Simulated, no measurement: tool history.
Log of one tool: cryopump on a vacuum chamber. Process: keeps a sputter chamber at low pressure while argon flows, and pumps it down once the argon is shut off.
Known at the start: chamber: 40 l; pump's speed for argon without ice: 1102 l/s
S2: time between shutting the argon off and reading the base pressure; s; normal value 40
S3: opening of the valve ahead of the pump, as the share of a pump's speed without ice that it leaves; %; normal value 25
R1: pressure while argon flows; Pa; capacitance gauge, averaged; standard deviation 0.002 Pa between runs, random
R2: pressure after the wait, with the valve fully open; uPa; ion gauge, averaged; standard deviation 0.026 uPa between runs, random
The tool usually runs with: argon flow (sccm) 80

Run 1, hour 0.0: usual settings. Result: R1 0.5012 Pa, R2 2.63 uPa.
Run 2, hour 33.7: usual settings but S2 89 s. Result: R1 0.5027 Pa, R2 2.20 uPa.
Run 3, hour 74.5: usual settings but S2 50 s. Result: R1 0.5041 Pa, R2 2.48 uPa.
Run 4, hour 97.8: usual settings but S2 50 s. Result: R1 0.5066 Pa, R2 2.61 uPa.
Run 5, hour 138.6: usual settings but S2 50 s. Result: R1 0.5096 Pa, R2 2.65 uPa.
Run 6, hour 177.8: usual settings but S2 50 s. Result: R1 0.5073 Pa, R2 2.74 uPa.
Run 7, hour 212.9: usual settings but S2 50 s. Result: R1 0.5113 Pa, R2 2.66 uPa.
Run 8, hour 253.4: usual settings but S2 50 s. Result: R1 0.5137 Pa, R2 2.83 uPa.
Run 9, hour 281.0: usual settings but S2 50 s. Result: R1 0.5078 Pa, R2 2.82 uPa.
Run 10, hour 323.0: usual settings. Result: R1 0.5107 Pa, R2 2.97 uPa.
Run 11, hour 354.2: usual settings but S3 20 %. Result: R1 0.6374 Pa, R2 3.03 uPa.
Run 12, hour 375.4: usual settings but S3 20 %. Result: R1 0.6357 Pa, R2 3.09 uPa.
Run 13, hour 403.0: usual settings but S3 26 %. Result: R1 0.4968 Pa, R2 3.09 uPa.
Run 14, hour 421.5: usual settings but S3 26 %. Result: R1 0.4980 Pa, R2 3.09 uPa.
Run 15, hour 456.2: usual settings. Result: R1 0.5158 Pa, R2 3.19 uPa.
Run 16, hour 495.4: usual settings. Result: R1 0.5238 Pa, R2 3.30 uPa.

Run 17 is up next; what results do you expect?
Run 17, hour 528.6: usual settings. Result: R1 ?, R2 ?.

R1: 0.5179 Pa
R2: 3.28 uPa
The same run, on a tool lacking any hidden state, would have yielded R1 0.4883 Pa, R2 1.12 uPa.
